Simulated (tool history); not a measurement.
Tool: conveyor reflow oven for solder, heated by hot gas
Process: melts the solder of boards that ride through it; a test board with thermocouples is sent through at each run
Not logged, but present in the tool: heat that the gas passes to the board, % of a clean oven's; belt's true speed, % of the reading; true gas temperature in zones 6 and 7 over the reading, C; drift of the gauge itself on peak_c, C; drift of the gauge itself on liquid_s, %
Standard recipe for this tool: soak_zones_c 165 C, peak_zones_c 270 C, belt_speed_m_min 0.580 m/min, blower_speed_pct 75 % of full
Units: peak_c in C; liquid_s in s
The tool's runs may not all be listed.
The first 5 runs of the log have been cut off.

run   hour  soak_zones_c  peak_zones_c  belt_speed_m_min  blower_speed_pct  hours of work since the flux was cleaned out  hours of work since the belt drive was overhauled  hours of work since the thermocouples were changed  peak_c  liquid_s
  6  160.5           165           270             0.583                75                                           313                                                911                                                 758   248.7      42.0
  7  182.1           165           270             0.583                75                                           330                                                927                                                 775   248.3      42.1
  8  203.5           165           270             0.580                75                                           346                                                943                                                 791   248.6      41.9
  9  250.1           165           270             0.580                75                                           381                                                979                                                 827   249.6      42.3
     288.0  -- flux residue cleaned out of gas plates and filters
 10  300.8           165           270             0.571                75                                            10                                               1013                                                 861   250.4      44.7
 11  342.3           165           270             0.608                75                                            41                                               1045                                                 893   248.6      40.3
     356.8  -- belt drive overhauled, speed set with a stopwatch
 12  392.9           165           270             0.608                75                                            77                                                 27                                                 928   248.2      40.3
 13  441.2           165           270             0.608                75                                           113                                                 64                                                 965   247.3      41.2
 14  469.0           165           270             0.608                75                                           134                                                 85                                                 986   247.4      41.4
     492.9  -- belt drive overhauled, speed set with a stopwatch, once more
 15  509.1           165           270             0.608                75                                           162                                                 12                                                1013   246.3      37.5
 16  538.8           173           276             0.580                75                                           184                                                 35                                                1036   254.7      47.3
 17  564.4           180           269             0.627                57                                           204                                                 54                                                1055   243.7      37.8
 18  596.1           180           269             0.627                57                                           228                                                 78                                                1079   242.4      37.4
 19  624.3           180           269             0.627                57                                           249                                                100                                                1101   243.7      36.3
 20  671.6           176           271             0.683                87                                           285                                                136                                                1137   246.3      35.6
 21  699.0           161           259             0.580                89                                           306                                                157                                                1158   238.4      34.2
 22  720.9           165           270             0.580                64                                           323                                                173                                                1174   244.9      37.7
     739.0  -- thermocouples of zones 6 and 7 changed
 23  752.9           165           276             0.697                77                                           345                                                196                                                  11   248.1      32.9
 24  801.8           165           276             0.697                77                                           383                                                233                                                  48   248.2      33.3
 25  824.6           166           272             0.625                80                                           400                                                250                                                  65   250.1      39.7
     833.9  -- flux residue cleaned out of gas plates and filters
 26  853.7           175           270             0.547                77                                            15                                                269                                                  83   255.8      52.0
 27  902.4           161           270             0.471                87                                            52                                                306                                                 120   258.9      59.8
 28  930.2           161           270             0.471                87                                            73                                                327                                                 141   258.6      59.6
 29  967.6           165           270             0.580                75                                           102                                                355                                                 170   250.8      43.8
 30  999.5           156           270             0.580                81                                           126                                                380                                                 194   249.7      40.7

Consider 4 possible next runs. They are alternatives, not a sequence: every one starts from the tool as it was left by run 30. What does each give?
  A  1038.3           178           270             0.519                85                                           155                                                409                                                 224       ?         ?
  B  1038.3           165           261             0.580                52                                           155                                                409                                                 224       ?         ?
  C  1038.3           162           265             0.678                81                                           155                                                409                                                 224       ?         ?
  D  1038.3           165           259             0.580                75                                           155                                                409                                                 224       ?         ?

run  peak_c  liquid_s
  A   258.0      57.0
  B   237.4      31.5
  C   241.3      29.6
  D   240.8      36.5
Stripped of hidden state, with their random variation kept, the same runs would have yielded:
run  peak_c  liquid_s
  A   258.8      56.9
  B   238.1      32.0
  C   242.4      30.1
  D   241.7      37.0
